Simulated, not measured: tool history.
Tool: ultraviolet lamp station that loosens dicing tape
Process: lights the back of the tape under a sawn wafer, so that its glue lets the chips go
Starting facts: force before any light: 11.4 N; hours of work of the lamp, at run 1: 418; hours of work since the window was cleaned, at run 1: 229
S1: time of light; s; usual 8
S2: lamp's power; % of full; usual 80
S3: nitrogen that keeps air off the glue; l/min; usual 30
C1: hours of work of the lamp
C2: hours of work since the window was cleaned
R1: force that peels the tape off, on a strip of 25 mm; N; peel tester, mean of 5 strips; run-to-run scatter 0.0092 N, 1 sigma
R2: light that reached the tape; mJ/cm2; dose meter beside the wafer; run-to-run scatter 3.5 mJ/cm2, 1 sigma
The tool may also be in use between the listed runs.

run 1 hour=0.0 | S1=8 S2=80 S3=30 | C1=418 C2=229 | R1=0.908 R2=395
run 2 hour=17.3 | S1=8 S2=80 S3=30 | C1=429 C2=239 | R1=0.932 R2=380
run 3 hour=29.5 | S1=8 S2=80 S3=30 | C1=436 C2=246 | R1=0.958 R2=375
run 4 hour=41.6 | S1=8 S2=80 S3=30 | C1=443 C2=253 | R1=0.980 R2=379
run 5 hour=68.3 | S1=8 S2=80 S3=30 | C1=459 C2=269 | R1=1.023 R2=368
run 6 hour=80.7 | S1=8 S2=80 S3=30 | C1=466 C2=276 | R1=1.067 R2=363
-- hour=103.4 window cleaned of glue's vapour
run 7 hour=103.4 | S1=7 S2=80 S3=30 | C1=479 C2=0 | R1=1.007 R2=371
run 8 hour=129.0 | S1=7 S2=80 S3=30 | C1=494 C2=15 | R1=1.050 R2=359
run 9 hour=143.6 | S1=8 S2=67 S3=30 | C1=503 C2=24 | R1=1.142 R2=339
run 10 hour=160.2 | S1=8 S2=67 S3=30 | C1=513 C2=34 | R1=1.240 R2=334
run 11 hour=186.2 | S1=6 S2=80 S3=30 | C1=528 C2=49 | R1=1.576 R2=295
run 12 hour=212.8 | S1=6 S2=80 S3=10 | C1=544 C2=65 | R1=2.727 R2=286
run 13 hour=228.3 | S1=6 S2=80 S3=10 | C1=553 C2=74 | R1=2.690 R2=282
run 14 hour=247.5 | S1=6 S2=80 S3=10 | C1=564 C2=85 | R1=2.772 R2=281
run 15 hour=268.9 | S1=6 S2=80 S3=10 | C1=577 C2=98 | R1=2.913 R2=275
run 16 hour=291.6 | S1=5 S2=80 S3=30 | C1=590 C2=111 | R1=2.320 R2=227
run 17 hour=303.9 | S1=8 S2=80 S3=30 | C1=598 C2=118 | R1=1.075 R2=359
run 18 hour=317.1 | S1=8 S2=80 S3=30 | C1=605 C2=126 | R1=1.099 R2=353
run 19 hour=338.3 | S1=8 S2=80 S3=30 | C1=618 C2=139 | R1=1.094 R2=350
run 20 hour=355.8 | S1=8 S2=80 S3=30 | C1=628 C2=149 | R1=1.195 R2=341
run 21 hour=381.2 | S1=8 S2=80 S3=30 | C1=643 C2=164 | R1=1.212 R2=339
run 22 hour=397.3 | S1=6 S2=80 S3=43 | C1=653 C2=174 | R1=1.799 R2=248
run 23 hour=410.6 | S1=8 S2=96 S3=18 | C1=661 C2=182 | R1=1.172 R2=393
run 24 hour=430.1 | S1=8 S2=96 S3=18 | C1=672 C2=193 | R1=1.218 R2=389
-- hour=441.2 lamp changed
run 25 hour=454.1 | S1=8 S2=66 S3=25 | C1=8 C2=207 | R1=0.793 R2=422
run 26 hour=475.6 | S1=4 S2=87 S3=29 | C1=20 C2=219 | R1=1.786 R2=276
run 27 hour=496.4 | S1=4 S2=87 S3=29 | C1=33 C2=232 | R1=1.839 R2=272
run 28 hour=514.4 | S1=4 S2=87 S3=29 | C1=43 C2=242 | R1=1.856 R2=267
run 29 hour=539.8 | S1=12 S2=65 S3=38 | C1=58 C2=257 | R1=0.355 R2=596
run 30 hour=550.9 | S1=9 S2=65 S3=17 | C1=65 C2=264 | R1=0.972 R2=444
run 31 hour=574.9 | S1=8 S2=64 S3=30 | C1=79 C2=278 | R1=0.910 R2=375
-- hour=593.6 window cleaned of glue's vapour
run 32 hour=595.6 | S1=8 S2=64 S3=30 | C1=91 C2=1 | R1=0.721 R2=435
run 33 hour=610.7 | S1=5 S2=86 S3=10 | C1=100 C2=10 | R1=1.869 R2=360
run 34 hour=625.1 | S1=5 S2=79 S3=12 | C1=108 C2=19 | R1=1.975 R2=329
run 35 hour=648.6 | S1=6 S2=65 S3=51 | C1=122 C2=33 | R1=1.019 R2=322
run 36 hour=661.9 | S1=8 S2=71 S3=11 | C1=130 C2=40 | R1=1.139 R2=460
run 37 hour=678.5 | S1=9 S2=61 S3=31 | C1=140 C2=50 | R1=0.692 R2=442
run 38 hour=693.4 | S1=8 S2=84 S3=30 | C1=149 C2=59 | R1=0.457 R2=532
run 39 hour=718.9 | S1=8 S2=80 S3=12 | C1=164 C2=74 | R1=0.936 R2=504
run 40 hour=743.6 | S1=8 S2=80 S3=12 | C1=178 C2=89 | R1=0.963 R2=500
run 41 hour=756.7 | S1=11 S2=61 S3=16 | C1=186 C2=96 | R1=0.712 R2=514
run 42 hour=783.0 | S1=11 S2=61 S3=16 | C1=202 C2=112 | R1=0.758 R2=505

Consider 5 possible next runs. They are alternatives, not a sequence: every one starts from the tool as it was left by run 42. What does each give?
run A hour=807.2 | S1=5 S2=71 S3=30 | C1=216 C2=126 | R1=? R2=?
run B hour=807.2 | S1=7 S2=71 S3=29 | C1=216 C2=126 | R1=? R2=?
run C hour=807.2 | S1=5 S2=92 S3=49 | C1=216 C2=126 | R1=? R2=?
run D hour=807.2 | S1=8 S2=80 S3=24 | C1=216 C2=126 | R1=? R2=?
run E hour=807.2 | S1=11 S2=83 S3=16 | C1=216 C2=126 | R1=? R2=?

run=A R1=1.823 R2=260
run=B R1=1.032 R2=362
run=C R1=0.924 R2=337
run=D R1=0.655 R2=469
run=E R1=0.416 R2=673
Without the tool's unlogged condition, the same runs would have read:
run=A R1=1.244 R2=320
run=B R1=0.661 R2=448
run=C R1=0.592 R2=416
run=D R1=0.422 R2=579
run=E R1=0.298 R2=830
